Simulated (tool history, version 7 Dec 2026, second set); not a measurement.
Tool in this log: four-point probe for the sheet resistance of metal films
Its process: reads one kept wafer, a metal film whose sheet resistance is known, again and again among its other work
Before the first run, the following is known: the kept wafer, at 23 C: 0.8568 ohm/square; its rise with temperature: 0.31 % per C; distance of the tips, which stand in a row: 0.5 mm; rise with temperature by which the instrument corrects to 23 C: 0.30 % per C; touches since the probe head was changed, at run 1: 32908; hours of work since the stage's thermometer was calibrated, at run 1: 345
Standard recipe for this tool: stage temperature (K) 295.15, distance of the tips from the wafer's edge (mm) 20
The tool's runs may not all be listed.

run,hour,stage temperature (K),distance of the tips from the wafer's edge (mm),touches since the probe head was changed,hours of work since the stage's thermometer was calibrated,sheet resistance as the instrument gives it (ohm/square)
1,0.0,295.15,20,32908,345,0.855037
2,15.7,295.15,20,33566,355,0.854648
3,30.9,295.15,20,34206,365,0.854826
4,45.9,295.15,20,34837,375,0.854475
5,65.0,295.15,20,35641,387,0.854667
6,86.7,295.15,20,36550,402,0.854508
7,98.3,295.15,20,37038,409,0.854877
8,108.0,295.15,20,37446,416,0.855010
9,120.5,295.15,20,37970,424,0.854662
10,143.0,295.15,20,38917,439,0.854482
11,165.5,295.15,20,39860,453,0.854494
12,186.5,295.15,20,40745,467,0.854597
13,203.9,295.15,20,41474,479,0.854538
14,221.1,295.15,20,42197,490,0.854463
15,233.4,291.15,20,42716,498,0.854439
# hour 234.9: stage's thermometer calibrated
16,247.6,291.15,20,43291,8,0.854730
17,264.0,299.15,20,43982,19,0.855201
# hour 279.1: stage's thermometer calibrated, once more
18,285.6,307.15,7,44868,4,0.856874
19,307.1,293.15,15,45768,18,0.853909
20,321.6,293.15,15,46380,28,0.853613
21,332.4,293.15,15,46832,35,0.853798
22,346.1,305.15,10,47407,44,0.855121
23,366.9,297.15,64,48284,58,0.853856
24,388.4,298.15,9,49186,72,0.854883
25,398.1,294.15,6,49593,78,0.856851
26,412.0,294.15,4,50179,87,0.860623
27,428.3,294.15,4,50863,98,0.860587
28,449.0,303.15,5,51732,112,0.858439
29,467.9,307.15,4,52527,124,0.861035
30,480.1,296.15,3,53039,132,0.866043
31,492.8,298.15,24,53575,140,0.853887
32,512.9,298.15,24,54418,154,0.853921
33,534.4,302.15,11,55322,168,0.854916

Alternative continuations, all from the tool just after run 33; predict every row:
A,549.2,302.15,62,55943,177,?
B,549.2,296.15,19,55943,177,?
C,549.2,306.15,14,55943,177,?
D,549.2,292.15,65,55943,177,?
E,549.2,295.15,3,55943,177,?

run,sheet resistance as the instrument gives it (ohm/square)
A,0.853528
B,0.853790
C,0.854697
D,0.853263
E,0.866286
What these runs would have given with no unlogged condition in the tool:
run,sheet resistance as the instrument gives it (ohm/square)
A,0.856862
B,0.857124
C,0.858035
D,0.856595
E,0.869666

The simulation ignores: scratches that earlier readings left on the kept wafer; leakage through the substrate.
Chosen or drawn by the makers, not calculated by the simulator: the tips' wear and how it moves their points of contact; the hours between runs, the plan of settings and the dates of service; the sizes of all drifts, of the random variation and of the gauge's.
